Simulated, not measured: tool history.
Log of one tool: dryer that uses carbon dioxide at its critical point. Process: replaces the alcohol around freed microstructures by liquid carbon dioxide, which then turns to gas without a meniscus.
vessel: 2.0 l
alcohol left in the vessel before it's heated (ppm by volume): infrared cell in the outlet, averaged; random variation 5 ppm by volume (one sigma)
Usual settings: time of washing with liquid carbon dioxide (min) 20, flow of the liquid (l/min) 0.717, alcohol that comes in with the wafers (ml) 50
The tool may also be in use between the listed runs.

run   hour  time of washing with liquid carbon dioxide (min)  flow of the liquid (l/min)  alcohol that comes in with the wafers (ml)  alcohol left in the vessel before it's heated (ppm by volume)
  1      0                                                20                       0.717                                          50                                                             89
  2    4.1                                                20                       0.717                                          50                                                             93
  3    9.4                                                20                       0.717                                          50                                                             87
  4   16.6                                                20                       0.717                                          50                                                             93
  5   25.2                                                20                       0.717                                          50                                                             89
  6   29.2                                                20                       0.717                                          50                                                             85
  7   38.4                                                20                       0.717                                          50                                                            102
  8   42.5                                                20                        0.52                                          50                                                            414
  9   50.4                                                20                        0.52                                          50                                                            431
 10   58.4                                                20                        0.52                                          50                                                            439
 11     65                                                20                        0.52                                          50                                                            441
 12   68.7                                                20                       0.717                                          50                                                            117
 13   73.1                                                20                       0.717                                          50                                                            115
 14   79.1                                                20                       0.717                                          50                                                            134
 15   87.7                                                13                       0.947                                          39                                                            174
      92.9  -- inlet filter changed
 16   95.2                                                13                       0.947                                          39                                                             91
 17  103.2                                                13                       0.947                                          39                                                             96
 18    111                                                23                       0.991                                          23                                                             50
 19  115.3                                                17                       0.621                                          28                                                            140
 20  122.1                                                31                       1.059                                          28                                                             48
 21  126.6                                                31                       1.059                                          28                                                             46
 22  135.2                                                23                       0.717                                          33                                                             65
 23  143.4                                                26                       0.903                                          30                                                             51
 24  147.1                                                28                       0.735                                          50                                                             62
 25    154                                                26                       0.999                                          31                                                             55
 26  157.9                                                20                        0.87                                          95                                                             74
 27    164                                                20                       0.511                                          95                                                            506

5 ways to go on from here, each from the tool as it stands after run 27. What would each give?
  A  168.8                                                20                       0.657                                          50                                                              ?
  B  168.8                                                20                        0.45                                          95                                                              ?
  C  168.8                                                20                       0.511                                          76                                                              ?
  D  168.8                                                19                       0.528                                          34                                                              ?
  E  168.8                                                27                       0.511                                          95                                                              ?

run  alcohol left in the vessel before it's heated (ppm by volume)
  A                                                            127
  B                                                            848
  C                                                            424
  D                                                            232
  E                                                            146
Without the tool's hidden state the same runs would have given:
run  alcohol left in the vessel before it's heated (ppm by volume)
  A                                                             59
  B                                                            702
  C                                                            319
  D                                                            152
  E                                                             73
